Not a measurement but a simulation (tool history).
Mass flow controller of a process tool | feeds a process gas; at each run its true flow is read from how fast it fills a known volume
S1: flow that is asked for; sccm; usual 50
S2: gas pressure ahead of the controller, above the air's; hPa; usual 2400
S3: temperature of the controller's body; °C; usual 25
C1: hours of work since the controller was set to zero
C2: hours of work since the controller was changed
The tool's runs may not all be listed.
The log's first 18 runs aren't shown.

run 19 day=236.2 | S1=10 S2=2400 S3=25 | C1=315 C2=315 | true_flow_(%)=99.37
run 20 day=252.65 | S1=81 S2=1640 S3=25 | C1=470 C2=470 | true_flow_(%)=99.96
run 21 day=264.938 | S1=82 S2=2780 S3=31 | C1=586 C2=586 | true_flow_(%)=99.65
run 22 day=273.8 | S1=11 S2=2780 S3=31 | C1=670 C2=670 | true_flow_(%)=99.52
run 23 day=291.521 | S1=11 S2=2730 S3=38 | C1=837 C2=837 | true_flow_(%)=99.61
run 24 day=301.021 | S1=11 S2=2040 S3=39 | C1=927 C2=927 | true_flow_(%)=99.93
run 25 day=309.425 | S1=25 S2=1400 S3=26 | C1=1006 C2=1006 | true_flow_(%)=99.85
run 26 day=326.075 | S1=25 S2=1400 S3=26 | C1=1164 C2=1164 | true_flow_(%)=100.07
run 27 day=333.708 | S1=25 S2=1400 S3=26 | C1=1236 C2=1236 | true_flow_(%)=100.07
run 28 day=345.9 | S1=50 S2=1470 S3=33 | C1=1351 C2=1351 | true_flow_(%)=99.88
run 29 day=364.167 | S1=50 S2=1720 S3=22 | C1=1524 C2=1524 | true_flow_(%)=100.36
run 30 day=376.438 | S1=50 S2=1720 S3=22 | C1=1640 C2=1640 | true_flow_(%)=100.5
run 31 day=389.346 | S1=88 S2=2180 S3=22 | C1=1761 C2=1761 | true_flow_(%)=100.8
run 32 day=403.233 | S1=15 S2=2180 S3=23 | C1=1893 C2=1893 | true_flow_(%)=101.47
run 33 day=421.888 | S1=30 S2=2270 S3=25 | C1=2069 C2=2069 | true_flow_(%)=100.52
run 34 day=435.162 | S1=21 S2=2400 S3=25 | C1=2194 C2=2194 | true_flow_(%)=101.01
run 35 day=448.446 | S1=21 S2=2400 S3=25 | C1=2320 C2=2320 | true_flow_(%)=101.33

5 ways to go on from here, each from the tool as it stands after run 35. What would each give?
run A day=461.358 | S1=15 S2=1800 S3=27 | C1=2442 C2=2442 | true_flow_(%)=?
run B day=461.358 | S1=21 S2=2470 S3=25 | C1=2442 C2=2442 | true_flow_(%)=?
run C day=461.358 | S1=55 S2=2400 S3=26 | C1=2442 C2=2442 | true_flow_(%)=?
run D day=461.358 | S1=25 S2=2210 S3=25 | C1=2442 C2=2442 | true_flow_(%)=?
run E day=461.358 | S1=67 S2=2770 S3=33 | C1=2442 C2=2442 | true_flow_(%)=?

run=A true_flow_(%)=102.13
run=B true_flow_(%)=101.31
run=C true_flow_(%)=100.54
run=D true_flow_(%)=101.17
run=E true_flow_(%)=100.33
Without the tool's hidden state the same runs would have given:
run=A true_flow_(%)=98.44
run=B true_flow_(%)=98.47
run=C true_flow_(%)=99
run=D true_flow_(%)=98.66
run=E true_flow_(%)=98.94
